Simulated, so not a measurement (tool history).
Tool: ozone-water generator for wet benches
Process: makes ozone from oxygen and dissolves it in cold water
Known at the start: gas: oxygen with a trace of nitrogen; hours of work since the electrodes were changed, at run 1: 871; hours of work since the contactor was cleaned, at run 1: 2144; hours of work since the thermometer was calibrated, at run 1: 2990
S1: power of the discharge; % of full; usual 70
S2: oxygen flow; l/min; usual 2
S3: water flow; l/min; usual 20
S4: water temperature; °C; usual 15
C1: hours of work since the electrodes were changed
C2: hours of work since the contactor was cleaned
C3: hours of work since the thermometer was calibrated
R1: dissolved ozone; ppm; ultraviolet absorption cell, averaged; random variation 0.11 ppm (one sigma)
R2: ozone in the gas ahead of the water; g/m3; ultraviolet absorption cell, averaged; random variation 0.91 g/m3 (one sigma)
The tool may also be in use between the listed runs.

{"run": 1, "day": 0.0, "S1": 70, "S2": 2, "S3": 20, "S4": 15, "C1": 871, "C2": 2144, "C3": 2990, "R1": 7.7, "R2": 151.1}
{"run": 2, "day": 0.558, "S1": 70, "S2": 2, "S3": 20, "S4": 15, "C1": 883, "C2": 2156, "C3": 3001, "R1": 7.7, "R2": 147.9}
{"run": 3, "day": 1.504, "S1": 70, "S2": 2, "S3": 20, "S4": 15, "C1": 902, "C2": 2175, "C3": 3021, "R1": 7.7, "R2": 149.6}
{"run": 4, "day": 2.362, "S1": 70, "S2": 2, "S3": 20, "S4": 15, "C1": 919, "C2": 2192, "C3": 3038, "R1": 7.7, "R2": 149.0}
{"run": 5, "day": 3.021, "S1": 69, "S2": 2, "S3": 20, "S4": 15, "C1": 933, "C2": 2206, "C3": 3051, "R1": 7.6, "R2": 148.2}
{"run": 6, "day": 3.704, "S1": 69, "S2": 2, "S3": 20, "S4": 15, "C1": 946, "C2": 2220, "C3": 3065, "R1": 7.7, "R2": 148.0}
{"day": 3.821, "done": "water thermometer calibrated"}
{"run": 7, "day": 4.65, "S1": 69, "S2": 2, "S3": 20, "S4": 15, "C1": 965, "C2": 2238, "C3": 17, "R1": 7.6, "R2": 147.7}

The next listed run, before its measurement:
{"run": 8, "day": 5.296, "S1": 69, "S2": 2, "S3": 20, "S4": 15, "C1": 978, "C2": 2251, "C3": 30, "R1": "?", "R2": "?"}

Run 8 gave R1 7.5 ppm, R2 147.0 g/m3.
Without the tool's hidden state the same run would have given R1 8.1 ppm, R2 150.2 g/m3.
